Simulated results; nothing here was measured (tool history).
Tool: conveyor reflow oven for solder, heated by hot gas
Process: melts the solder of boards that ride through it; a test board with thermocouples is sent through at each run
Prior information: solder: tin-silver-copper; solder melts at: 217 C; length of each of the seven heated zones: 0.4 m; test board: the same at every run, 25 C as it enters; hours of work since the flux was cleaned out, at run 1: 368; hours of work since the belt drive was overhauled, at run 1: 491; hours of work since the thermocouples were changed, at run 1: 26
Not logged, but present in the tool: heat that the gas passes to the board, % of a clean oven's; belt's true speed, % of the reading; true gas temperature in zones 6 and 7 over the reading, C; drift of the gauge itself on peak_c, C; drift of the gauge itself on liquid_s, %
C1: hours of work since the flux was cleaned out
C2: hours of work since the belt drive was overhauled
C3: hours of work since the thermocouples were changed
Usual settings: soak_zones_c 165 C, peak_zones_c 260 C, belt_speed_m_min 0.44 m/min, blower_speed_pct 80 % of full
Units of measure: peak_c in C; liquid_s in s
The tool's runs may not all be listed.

{"run": 1, "hour": 0.0, "soak_zones_c": 165, "peak_zones_c": 260, "belt_speed_m_min": 0.44, "blower_speed_pct": 80, "C1": 368, "C2": 491, "C3": 26, "peak_c": 244.6, "liquid_s": 69}
{"run": 2, "hour": 37.2, "soak_zones_c": 150, "peak_zones_c": 260, "belt_speed_m_min": 0.44, "blower_speed_pct": 80, "C1": 390, "C2": 513, "C3": 49, "peak_c": 242.1, "liquid_s": 59.5}
{"run": 3, "hour": 66.9, "soak_zones_c": 150, "peak_zones_c": 260, "belt_speed_m_min": 0.44, "blower_speed_pct": 80, "C1": 408, "C2": 531, "C3": 66, "peak_c": 242.1, "liquid_s": 59.4}
{"run": 4, "hour": 129.5, "soak_zones_c": 165, "peak_zones_c": 260, "belt_speed_m_min": 0.351, "blower_speed_pct": 80, "C1": 446, "C2": 568, "C3": 104, "peak_c": 250.7, "liquid_s": 99.9}
{"run": 5, "hour": 159.6, "soak_zones_c": 165, "peak_zones_c": 267, "belt_speed_m_min": 0.44, "blower_speed_pct": 80, "C1": 464, "C2": 586, "C3": 122, "peak_c": 250.6, "liquid_s": 76.2}
{"run": 6, "hour": 193.8, "soak_zones_c": 165, "peak_zones_c": 267, "belt_speed_m_min": 0.44, "blower_speed_pct": 80, "C1": 484, "C2": 607, "C3": 143, "peak_c": 250.6, "liquid_s": 76.1}
{"hour": 220.1, "done": "flux residue cleaned out of gas plates and filters"}
{"run": 7, "hour": 261.6, "soak_zones_c": 165, "peak_zones_c": 267, "belt_speed_m_min": 0.44, "blower_speed_pct": 80, "C1": 25, "C2": 644, "C3": 180, "peak_c": 252.4, "liquid_s": 78.3}
{"run": 8, "hour": 324.9, "soak_zones_c": 165, "peak_zones_c": 267, "belt_speed_m_min": 0.44, "blower_speed_pct": 80, "C1": 63, "C2": 682, "C3": 218, "peak_c": 252.4, "liquid_s": 78.3}
{"run": 9, "hour": 367.9, "soak_zones_c": 165, "peak_zones_c": 267, "belt_speed_m_min": 0.44, "blower_speed_pct": 80, "C1": 89, "C2": 708, "C3": 244, "peak_c": 252.4, "liquid_s": 78.3}
{"run": 10, "hour": 403.5, "soak_zones_c": 165, "peak_zones_c": 267, "belt_speed_m_min": 0.44, "blower_speed_pct": 80, "C1": 110, "C2": 729, "C3": 265, "peak_c": 252.3, "liquid_s": 78.6}
{"run": 11, "hour": 432.9, "soak_zones_c": 165, "peak_zones_c": 260, "belt_speed_m_min": 0.423, "blower_speed_pct": 80, "C1": 128, "C2": 747, "C3": 283, "peak_c": 247.3, "liquid_s": 76.7}
{"run": 12, "hour": 466.8, "soak_zones_c": 165, "peak_zones_c": 260, "belt_speed_m_min": 0.423, "blower_speed_pct": 80, "C1": 148, "C2": 767, "C3": 303, "peak_c": 247.1, "liquid_s": 76.5}
{"run": 13, "hour": 497.1, "soak_zones_c": 165, "peak_zones_c": 258, "belt_speed_m_min": 0.44, "blower_speed_pct": 59, "C1": 166, "C2": 786, "C3": 321, "peak_c": 239.6, "liquid_s": 60.3}
{"run": 14, "hour": 565.1, "soak_zones_c": 165, "peak_zones_c": 260, "belt_speed_m_min": 0.421, "blower_speed_pct": 80, "C1": 207, "C2": 826, "C3": 362, "peak_c": 247.3, "liquid_s": 76.7}
{"run": 15, "hour": 616.4, "soak_zones_c": 165, "peak_zones_c": 260, "belt_speed_m_min": 0.421, "blower_speed_pct": 80, "C1": 238, "C2": 857, "C3": 393, "peak_c": 247.2, "liquid_s": 77.2}
{"run": 16, "hour": 666.4, "soak_zones_c": 165, "peak_zones_c": 260, "belt_speed_m_min": 0.486, "blower_speed_pct": 78, "C1": 268, "C2": 887, "C3": 423, "peak_c": 242.1, "liquid_s": 58.3}
{"run": 17, "hour": 710.4, "soak_zones_c": 165, "peak_zones_c": 260, "belt_speed_m_min": 0.486, "blower_speed_pct": 78, "C1": 294, "C2": 914, "C3": 449, "peak_c": 242.3, "liquid_s": 58.5}
{"run": 18, "hour": 761.8, "soak_zones_c": 165, "peak_zones_c": 262, "belt_speed_m_min": 0.504, "blower_speed_pct": 64, "C1": 325, "C2": 944, "C3": 480, "peak_c": 238.9, "liquid_s": 49.6}
{"run": 19, "hour": 826.9, "soak_zones_c": 165, "peak_zones_c": 262, "belt_speed_m_min": 0.504, "blower_speed_pct": 64, "C1": 364, "C2": 983, "C3": 519, "peak_c": 238.6, "liquid_s": 50}
{"run": 20, "hour": 893.2, "soak_zones_c": 165, "peak_zones_c": 252, "belt_speed_m_min": 0.477, "blower_speed_pct": 80, "C1": 404, "C2": 1023, "C3": 559, "peak_c": 236.1, "liquid_s": 51.7}
{"hour": 932.8, "done": "thermocouples of zones 6 and 7 changed"}
{"run": 21, "hour": 935.9, "soak_zones_c": 165, "peak_zones_c": 252, "belt_speed_m_min": 0.477, "blower_speed_pct": 80, "C1": 428, "C2": 1047, "C3": 2, "peak_c": 235.2, "liquid_s": 49.8}
{"run": 22, "hour": 983.4, "soak_zones_c": 165, "peak_zones_c": 252, "belt_speed_m_min": 0.477, "blower_speed_pct": 80, "C1": 457, "C2": 1076, "C3": 30, "peak_c": 235.2, "liquid_s": 49.9}
{"run": 23, "hour": 1028.6, "soak_zones_c": 165, "peak_zones_c": 252, "belt_speed_m_min": 0.477, "blower_speed_pct": 80, "C1": 484, "C2": 1103, "C3": 57, "peak_c": 235.3, "liquid_s": 49.8}
{"hour": 1056.0, "done": "flux residue cleaned out of gas plates and filters"}
{"run": 24, "hour": 1082.5, "soak_zones_c": 162, "peak_zones_c": 254, "belt_speed_m_min": 0.448, "blower_speed_pct": 66, "C1": 16, "C2": 1132, "C3": 87, "peak_c": 237.3, "liquid_s": 55.4}

Each row is a separate what-if for the run after 24, all from the same tool condition, not one after another. Results?
{"run": "A", "hour": 1136.9, "soak_zones_c": 164, "peak_zones_c": 260, "belt_speed_m_min": 0.459, "blower_speed_pct": 87, "C1": 49, "C2": 1165, "C3": 119, "peak_c": "?", "liquid_s": "?"}
{"run": "B", "hour": 1136.9, "soak_zones_c": 162, "peak_zones_c": 254, "belt_speed_m_min": 0.486, "blower_speed_pct": 80, "C1": 49, "C2": 1165, "C3": 119, "peak_c": "?", "liquid_s": "?"}
{"run": "C", "hour": 1136.9, "soak_zones_c": 165, "peak_zones_c": 260, "belt_speed_m_min": 0.44, "blower_speed_pct": 66, "C1": 49, "C2": 1165, "C3": 119, "peak_c": "?", "liquid_s": "?"}

run=A peak_c=246.3 liquid_s=69.1
run=B peak_c=237.5 liquid_s=51.6
run=C peak_c=243.3 liquid_s=67.1
Without the tool's hidden state the same runs would have given:
run=A peak_c=245.7 liquid_s=67.6
run=B peak_c=236.8 liquid_s=50.1
run=C peak_c=242.6 liquid_s=65.4

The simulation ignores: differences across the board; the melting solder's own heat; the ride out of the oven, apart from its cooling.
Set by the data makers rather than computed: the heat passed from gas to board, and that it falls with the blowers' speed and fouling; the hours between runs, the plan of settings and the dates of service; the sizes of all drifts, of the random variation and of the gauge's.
